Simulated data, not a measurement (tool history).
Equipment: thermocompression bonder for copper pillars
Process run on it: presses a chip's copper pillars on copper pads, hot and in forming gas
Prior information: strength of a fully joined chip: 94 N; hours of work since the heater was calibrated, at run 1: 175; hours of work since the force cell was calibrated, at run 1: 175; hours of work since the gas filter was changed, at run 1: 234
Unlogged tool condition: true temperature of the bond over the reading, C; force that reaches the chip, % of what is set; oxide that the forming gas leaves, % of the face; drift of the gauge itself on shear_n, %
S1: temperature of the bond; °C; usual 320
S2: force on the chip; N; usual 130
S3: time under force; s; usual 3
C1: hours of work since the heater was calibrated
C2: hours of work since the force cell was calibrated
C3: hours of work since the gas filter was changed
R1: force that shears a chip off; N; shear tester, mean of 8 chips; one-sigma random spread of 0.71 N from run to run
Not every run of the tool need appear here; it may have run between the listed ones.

| run | day | S1 | S2 | S3 | C1 | C2 | C3 | R1 |
|---|---|---|---|---|---|---|---|---|
| 1 | 0 | 320 | 130 | 3 | 175 | 175 | 234 | 46.7 |
| 2 | 0.258 | 320 | 130 | 3 | 180 | 180 | 239 | 46.8 |
| 3 | 0.646 | 320 | 130 | 3 | 187 | 187 | 246 | 47.2 |
| 4 | 1.125 | 320 | 130 | 3 | 196 | 196 | 255 | 46.8 |
| 5 | 1.412 | 320 | 130 | 3 | 202 | 202 | 261 | 47.3 |
| 6 | 2.033 | 320 | 130 | 3 | 213 | 213 | 273 | 46.5 |
| 7 | 2.321 | 320 | 130 | 3 | 219 | 219 | 278 | 45.7 |
| 8 | 2.783 | 320 | 130 | 3 | 227 | 227 | 287 | 45.3 |
|  | 2.883 | forming gas filter changed |
| 9 | 3.175 | 320 | 130 | 9 | 234 | 234 | 5 | 69.2 |
| 10 | 3.521 | 320 | 130 | 9 | 241 | 241 | 12 | 69.9 |
| 11 | 3.842 | 320 | 130 | 9 | 247 | 247 | 18 | 69 |
| 12 | 4.308 | 320 | 120 | 3 | 256 | 256 | 27 | 47.8 |
| 13 | 4.625 | 320 | 120 | 3 | 262 | 262 | 33 | 47.5 |
|  | 4.742 | heater calibrated with a thermocouple chip |
| 14 | 5.192 | 320 | 120 | 3 | 8 | 271 | 42 | 48.2 |
| 15 | 5.454 | 320 | 120 | 2 | 13 | 276 | 47 | 42.2 |
| 16 | 5.979 | 320 | 120 | 2 | 23 | 286 | 57 | 39.8 |
| 17 | 6.308 | 320 | 120 | 2 | 29 | 292 | 63 | 40.9 |
| 18 | 6.646 | 320 | 177 | 3 | 36 | 298 | 69 | 56.6 |
| 19 | 7.208 | 294 | 150 | 3 | 46 | 309 | 80 | 40.6 |
| 20 | 7.596 | 294 | 150 | 3 | 54 | 316 | 87 | 41.4 |
|  | 7.796 | heater calibrated with a thermocouple chip, once more |
| 21 | 8.196 | 340 | 189 | 5 | 7 | 326 | 97 | 73 |
| 22 | 8.788 | 305 | 80 | 5 | 19 | 337 | 108 | 39.5 |
| 23 | 9.158 | 305 | 80 | 5 | 26 | 344 | 115 | 38.6 |
| 24 | 9.688 | 316 | 119 | 3 | 36 | 354 | 125 | 45 |
| 25 | 9.992 | 316 | 119 | 3 | 41 | 360 | 131 | 43.8 |
| 26 | 10.512 | 346 | 119 | 2 | 51 | 370 | 141 | 50.3 |
| 27 | 10.808 | 295 | 119 | 2 | 57 | 375 | 146 | 30.1 |
| 28 | 11.121 | 320 | 130 | 3 | 63 | 381 | 152 | 48.4 |
| 29 | 11.412 | 293 | 130 | 3 | 68 | 386 | 158 | 36.5 |
| 30 | 11.879 | 325 | 116 | 3 | 77 | 395 | 166 | 47.4 |
| 31 | 12.221 | 320 | 134 | 3 | 83 | 402 | 173 | 48.5 |
| 32 | 12.638 | 320 | 134 | 3 | 91 | 410 | 181 | 46 |
| 33 | 13.192 | 320 | 134 | 3 | 102 | 420 | 191 | 46.6 |
| 34 | 13.604 | 320 | 157 | 2 | 109 | 428 | 199 | 44.4 |
| 35 | 13.95 | 302 | 175 | 5 | 116 | 434 | 205 | 53.5 |

Subtracting, for every run, the result it would have given without the tool's unlogged condition from the measured result gives the following. The same run-to-run variation enters both numbers; the gauge's scatter may not:
| run | R1 |
|---|---|
| 1 | -4 |
| 2 | -4.1 |
| 3 | -4.2 |
| 4 | -4.4 |
| 5 | -4.5 |
| 6 | -4.7 |
| 7 | -4.9 |
| 8 | -4.9 |
| 9 | -0.8 |
| 10 | -1.1 |
| 11 | -1.2 |
| 12 | -1.2 |
| 13 | -1.3 |
| 14 | -1.7 |
| 15 | -1.6 |
| 16 | -1.7 |
| 17 | -1.9 |
| 18 | -2.4 |
| 19 | -2.1 |
| 20 | -2.2 |
| 21 | -3 |
| 22 | -2.1 |
| 23 | -2.3 |
| 24 | -2.8 |
| 25 | -2.8 |
| 26 | -3.2 |
| 27 | -2.2 |
| 28 | -3.4 |
| 29 | -2.9 |
| 30 | -3.6 |
| 31 | -3.8 |
| 32 | -4 |
| 33 | -4.2 |
| 34 | -4.2 |
| 35 | -4.9 |

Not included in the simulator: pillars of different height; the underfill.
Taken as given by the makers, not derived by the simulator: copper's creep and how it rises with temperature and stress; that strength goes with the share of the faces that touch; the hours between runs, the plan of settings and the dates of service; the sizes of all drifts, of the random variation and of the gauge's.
